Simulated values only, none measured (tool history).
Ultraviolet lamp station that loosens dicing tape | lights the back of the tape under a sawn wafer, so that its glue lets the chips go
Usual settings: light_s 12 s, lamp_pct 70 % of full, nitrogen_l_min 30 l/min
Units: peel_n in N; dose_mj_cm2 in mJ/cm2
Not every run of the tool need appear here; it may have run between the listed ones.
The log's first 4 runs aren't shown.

run,hour,light_s,lamp_pct,nitrogen_l_min,peel_n,dose_mj_cm2
5,184.2,12,95,30,0.886,244
6,221.9,12,95,30,0.912,240
7,260.2,12,70,30,1.725,167
8,325.7,12,70,30,1.773,167
9,353.6,12,70,30,1.754,158
10,394.0,12,70,30,1.861,159
11,425.5,12,70,14,2.918,155
12,492.1,12,70,14,2.977,148
13,535.8,12,70,14,3.166,142
# hour 548.1: window cleaned of glue's vapour
14,589.9,8,70,30,3.048,109
15,647.2,12,77,30,1.683,177
16,692.3,9,69,21,3.367,114
17,721.9,9,69,21,3.305,112
18,771.2,18,78,54,0.623,245
19,826.5,11,70,12,3.521,127
20,877.5,11,70,12,3.818,121
21,944.0,11,70,12,3.807,118
22,992.2,11,70,12,3.952,118
23,1055.2,11,70,12,4.223,109
24,1083.4,11,70,12,4.145,105
# hour 1092.2: window cleaned of glue's vapour
25,1145.6,11,60,55,2.542,103
26,1197.1,16,66,10,3.222,156

Run 27, settings as shown, results not yet in. Your forecast:
27,1256.1,22,66,10,?,?

{"run 27": {"peel_n": 2.368, "dose_mj_cm2": 206}}
Minus the tool's unlogged condition, the same run would have read peel_n 0.946 N, dose_mj_cm2 365 mJ/cm2.

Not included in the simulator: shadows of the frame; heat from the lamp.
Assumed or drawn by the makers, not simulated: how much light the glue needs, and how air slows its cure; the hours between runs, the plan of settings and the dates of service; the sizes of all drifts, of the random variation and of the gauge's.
